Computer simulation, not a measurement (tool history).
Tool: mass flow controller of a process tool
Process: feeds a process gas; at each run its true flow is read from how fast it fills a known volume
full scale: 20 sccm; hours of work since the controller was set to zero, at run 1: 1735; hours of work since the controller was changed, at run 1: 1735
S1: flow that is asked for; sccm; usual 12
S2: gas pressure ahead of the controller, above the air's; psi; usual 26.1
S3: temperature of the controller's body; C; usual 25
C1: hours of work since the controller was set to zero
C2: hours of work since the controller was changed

run 1 hour=0 | S1=12 S2=26.1 S3=25 | C1=1735 C2=1735 | true_flow_(%)=101.58
run 2 hour=160 | S1=12 S2=26.1 S3=25 | C1=1801 C2=1801 | true_flow_(%)=101.67
run 3 hour=297.8 | S1=12 S2=26.1 S3=25 | C1=1858 C2=1858 | true_flow_(%)=101.59
run 4 hour=453.7 | S1=12 S2=26.1 S3=25 | C1=1922 C2=1922 | true_flow_(%)=101.79
run 5 hour=635.2 | S1=12 S2=26.1 S3=25 | C1=1997 C2=1997 | true_flow_(%)=101.75
run 6 hour=747.1 | S1=12 S2=26.1 S3=25 | C1=2043 C2=2043 | true_flow_(%)=101.73
run 7 hour=879.3 | S1=12 S2=26.1 S3=25 | C1=2097 C2=2097 | true_flow_(%)=101.78
run 8 hour=1001.8 | S1=12 S2=26.1 S3=25 | C1=2148 C2=2148 | true_flow_(%)=101.86
run 9 hour=1210.5 | S1=12 S2=26.1 S3=25 | C1=2234 C2=2234 | true_flow_(%)=101.94
run 10 hour=1309.1 | S1=12 S2=26.1 S3=25 | C1=2274 C2=2274 | true_flow_(%)=101.91
run 11 hour=1416.2 | S1=12 S2=26.1 S3=25 | C1=2319 C2=2319 | true_flow_(%)=102.02
run 12 hour=1589.6 | S1=12 S2=26.1 S3=25 | C1=2390 C2=2390 | true_flow_(%)=101.95
run 13 hour=1732.5 | S1=12 S2=26.1 S3=25 | C1=2449 C2=2449 | true_flow_(%)=102.11
run 14 hour=1909.4 | S1=12 S2=26.1 S3=25 | C1=2522 C2=2522 | true_flow_(%)=102.12
run 15 hour=2096.4 | S1=12 S2=26.1 S3=25 | C1=2599 C2=2599 | true_flow_(%)=102.26
run 16 hour=2210.2 | S1=12 S2=26.1 S3=25 | C1=2646 C2=2646 | true_flow_(%)=102.28
run 17 hour=2410.9 | S1=12 S2=26.1 S3=25 | C1=2729 C2=2729 | true_flow_(%)=102.41
run 18 hour=2516.4 | S1=12 S2=26.1 S3=25 | C1=2772 C2=2772 | true_flow_(%)=102.41
run 19 hour=2731.3 | S1=12 S2=26.1 S3=25 | C1=2861 C2=2861 | true_flow_(%)=102.33
run 20 hour=2915.5 | S1=12 S2=26.1 S3=25 | C1=2937 C2=2937 | true_flow_(%)=102.46
run 21 hour=3124.2 | S1=12 S2=26.1 S3=25 | C1=3023 C2=3023 | true_flow_(%)=102.57
run 22 hour=3340.4 | S1=12 S2=26.1 S3=25 | C1=3112 C2=3112 | true_flow_(%)=102.66
run 23 hour=3497.1 | S1=12 S2=26.1 S3=25 | C1=3176 C2=3176 | true_flow_(%)=102.64
run 24 hour=3622.6 | S1=12 S2=26.1 S3=25 | C1=3228 C2=3228 | true_flow_(%)=102.72
run 25 hour=3745.3 | S1=12 S2=26.1 S3=25 | C1=3279 C2=3279 | true_flow_(%)=102.65
run 26 hour=3943.4 | S1=12 S2=26.1 S3=25 | C1=3360 C2=3360 | true_flow_(%)=102.86
run 27 hour=4039.5 | S1=12 S2=26.1 S3=25 | C1=3400 C2=3400 | true_flow_(%)=102.94
run 28 hour=4189.2 | S1=12 S2=27.1 S3=29 | C1=3461 C2=3461 | true_flow_(%)=103.15
run 29 hour=4374.9 | S1=5 S2=34.2 S3=25 | C1=3538 C2=3538 | true_flow_(%)=104.77
run 30 hour=4591.4 | S1=5 S2=34.2 S3=25 | C1=3627 C2=3627 | true_flow_(%)=104.94
run 31 hour=4785.9 | S1=5 S2=34.2 S3=25 | C1=3707 C2=3707 | true_flow_(%)=104.99
run 32 hour=5007.6 | S1=6 S2=23.8 S3=25 | C1=3799 C2=3799 | true_flow_(%)=105.11
-- hour=5026.6 controller's zero set anew
run 33 hour=5222.5 | S1=6 S2=23.8 S3=25 | C1=81 C2=3887 | true_flow_(%)=106.56
run 34 hour=5394.5 | S1=6 S2=32.9 S3=20 | C1=152 C2=3958 | true_flow_(%)=105.81
run 35 hour=5508.9 | S1=6 S2=25.1 S3=29 | C1=199 C2=4005 | true_flow_(%)=106.72
run 36 hour=5718 | S1=6 S2=25.1 S3=29 | C1=285 C2=4091 | true_flow_(%)=106.92
-- hour=5824 controller's zero set anew, once more
run 37 hour=5877.6 | S1=6 S2=25.1 S3=29 | C1=22 C2=4157 | true_flow_(%)=101.82
run 38 hour=6105.5 | S1=15 S2=23.1 S3=32 | C1=116 C2=4251 | true_flow_(%)=102.24
run 39 hour=6288.1 | S1=15 S2=23.1 S3=32 | C1=191 C2=4326 | true_flow_(%)=102.32
run 40 hour=6470.5 | S1=15 S2=28.3 S3=23 | C1=266 C2=4401 | true_flow_(%)=101.49
run 41 hour=6643.7 | S1=15 S2=34.4 S3=33 | C1=338 C2=4473 | true_flow_(%)=101.91
run 42 hour=6749.8 | S1=3 S2=26.1 S3=22 | C1=382 C2=4516 | true_flow_(%)=102.17
run 43 hour=6974.4 | S1=3 S2=26.1 S3=22 | C1=474 C2=4609 | true_flow_(%)=102.41
run 44 hour=7119.4 | S1=2 S2=36.7 S3=36 | C1=534 C2=4669 | true_flow_(%)=103.39
run 45 hour=7247.6 | S1=5 S2=30 S3=36 | C1=587 C2=4722 | true_flow_(%)=102.75
run 46 hour=7402 | S1=3 S2=26.1 S3=20 | C1=650 C2=4785 | true_flow_(%)=102.53
run 47 hour=7573.6 | S1=14 S2=35.8 S3=35 | C1=721 C2=4856 | true_flow_(%)=102.16
run 48 hour=7805.4 | S1=4 S2=20.6 S3=34 | C1=817 C2=4952 | true_flow_(%)=103.81
run 49 hour=8002.4 | S1=2 S2=35.8 S3=39 | C1=898 C2=5033 | true_flow_(%)=104.9

Hidden state at the last listed run before each entry between runs and at the first one after, where it differs:
Between runs 32 and 33: controller's zero set anew (hour 5026.6)
  flow at rest that the sensor doesn't see, % of full scale: 1.097 -> 1.516; true flow over the shown one, %: 1.38 -> 1.41
  measured less the result without the state, true flow (%): +5.04 -> +6.47
Between runs 36 and 37: controller's zero set anew, once more (hour 5824)
  flow at rest that the sensor doesn't see, % of full scale: 1.576 -> 0.035; true flow over the shown one, %: 1.47 -> 1.5
  measured less the result without the state, true flow (%): +6.73 -> +1.61
